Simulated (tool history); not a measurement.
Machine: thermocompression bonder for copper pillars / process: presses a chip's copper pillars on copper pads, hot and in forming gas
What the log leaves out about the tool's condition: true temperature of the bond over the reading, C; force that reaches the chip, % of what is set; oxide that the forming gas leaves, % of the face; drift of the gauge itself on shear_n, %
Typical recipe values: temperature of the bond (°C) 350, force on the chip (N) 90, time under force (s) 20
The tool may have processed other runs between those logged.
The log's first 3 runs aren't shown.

run    hour  temperature of the bond (°C)  force on the chip (N)  time under force (s)  hours of work since the heater was calibrated  hours of work since the force cell was calibrated  hours of work since the gas filter was changed  force that shears a chip off (N)
  4   220.5                           350                     90                    15                                            418                                                499                                             164                              55.5
  5   296.8                           350                     90                    15                                            457                                                538                                             203                              56.1
  6   383.8                           350                     90                    15                                            501                                                582                                             247                              55.1
  7   432.6                           350                     90                    15                                            526                                                607                                             272                              55.1
      461.8  -- forming gas filter changed
  8   482.7                           350                     90                    15                                            552                                                632                                              11                              57.2
  9   554.1                           377                     90                    20                                            588                                                669                                              47                              81.2
 10   631.4                           350                     90                    20                                            628                                                708                                              87                              63.4
 11   722.1                           350                     90                    20                                            674                                                755                                             133                                63
 12   770.8                           350                     65                    20                                            699                                                780                                             158                              45.7
 13   850.6                           350                     65                    20                                            740                                                821                                             199                              44.8
 14   899.4                           350                     90                    20                                            765                                                846                                             224                              62.7
 15   998.2                           350                     90                    20                                            815                                                896                                             274                              62.6
     1020.1  -- forming gas filter changed
 16  1048.3                           350                     90                    20                                            841                                                921                                              14                              63.7
 17    1139                           350                     90                    20                                            887                                                968                                              61                                64
     1170.8  -- force cell calibrated
 18  1217.4                           350                     90                    20                                            926                                                 24                                             100                              66.9
 19    1298                           346                    105                    11                                            968                                                 65                                             141                              60.4
 20  1381.9                           350                    112                    30                                           1010                                                108                                             184                              88.3
     1464.2  -- heater calibrated with a thermocouple chip
 21  1479.7                           350                    112                    30                                              8                                                157                                             233                              82.1
 22  1575.2                           364                     90                    20                                             57                                                206                                             282                              69.5
     1580.2  -- forming gas filter changed
 23    1663                           350                     62                    23                                            101                                                250                                              42                              44.5
 24  1705.8                           350                     62                    23                                            123                                                272                                              64                              43.9
 25  1784.7                           338                     60                    11                                            164                                                313                                             105                              26.5
 26  1863.2                           338                     60                    11                                            204                                                353                                             145                                27

Run 27, settings as shown, results not yet in. Your forecast:
 27  1929.4                           346                     60                    12                                            238                                                387                                             179                                 ?

force that shears a chip off (N): 31
Minus the tool's unlogged condition, the same run would have read force that shears a chip off (N) 31.5.
